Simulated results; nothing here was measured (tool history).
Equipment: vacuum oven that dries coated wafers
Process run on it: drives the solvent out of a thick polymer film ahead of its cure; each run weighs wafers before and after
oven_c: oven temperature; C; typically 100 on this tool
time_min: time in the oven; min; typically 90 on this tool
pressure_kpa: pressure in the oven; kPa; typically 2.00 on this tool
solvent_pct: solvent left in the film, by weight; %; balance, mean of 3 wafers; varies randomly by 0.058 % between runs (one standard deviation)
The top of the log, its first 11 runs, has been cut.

| run | hour | oven_c | time_min | pressure_kpa | hours of work since the thermocouples were calibrated | hours of work since the vacuum gauge was cleaned of residue | solvent_pct |
|---|---|---|---|---|---|---|---|
| 12 | 161.5 | 108 | 90 | 2.00 | 491 | 230 | 1.37 |
| 13 | 172.3 | 108 | 90 | 2.00 | 496 | 235 | 1.34 |
| 14 | 184.2 | 100 | 90 | 3.03 | 503 | 242 | 3.38 |
| 15 | 200.6 | 100 | 90 | 3.03 | 512 | 251 | 3.42 |
| 16 | 211.7 | 100 | 90 | 3.03 | 518 | 257 | 3.35 |
| 17 | 220.8 | 100 | 70 | 3.14 | 522 | 261 | 4.39 |
| 18 | 228.8 | 100 | 98 | 3.14 | 527 | 266 | 3.24 |
| 19 | 244.2 | 100 | 90 | 1.91 | 535 | 274 | 2.64 |
| 20 | 253.2 | 100 | 83 | 2.00 | 540 | 279 | 2.92 |
| 21 | 268.3 | 91 | 139 | 2.79 | 548 | 287 | 4.80 |
| 22 | 286.3 | 98 | 90 | 1.64 | 558 | 297 | 3.05 |
| 23 | 298.9 | 98 | 90 | 1.64 | 564 | 303 | 2.89 |
| 24 | 309.8 | 98 | 90 | 1.64 | 570 | 309 | 2.92 |
| 25 | 323.4 | 98 | 90 | 1.64 | 577 | 317 | 2.95 |
| 26 | 337.9 | 98 | 137 | 3.95 | 585 | 324 | 3.71 |
| 27 | 347.1 | 98 | 69 | 3.95 | 590 | 329 | 5.78 |
| 28 | 358.5 | 103 | 87 | 6.96 | 596 | 335 | 5.33 |
| 29 | 367.9 | 103 | 87 | 6.96 | 601 | 340 | 5.33 |
| 30 | 383.6 | 103 | 87 | 6.96 | 610 | 349 | 5.37 |
| 31 | 393.1 | 103 | 87 | 6.96 | 615 | 354 | 5.33 |
| 32 | 404.6 | 90 | 85 | 2.11 | 621 | 360 | 7.01 |

Alternative continuations, all from the tool just after run 32; predict every row:
| A | 412.8 | 89 | 90 | 2.00 | 625 | 364 | ? |
| B | 412.8 | 105 | 90 | 1.43 | 625 | 364 | ? |
| C | 412.8 | 103 | 85 | 1.77 | 625 | 364 | ? |
| D | 412.8 | 96 | 85 | 2.11 | 625 | 364 | ? |

| run | solvent_pct |
|---|---|
| A | 7.04 |
| B | 1.27 |
| C | 1.96 |
| D | 4.13 |
Take away the tool's hidden state, keep each run's random variation, and the runs would have read:
| run | solvent_pct |
|---|---|
| A | 7.55 |
| B | 1.38 |
| C | 2.15 |
| D | 4.52 |
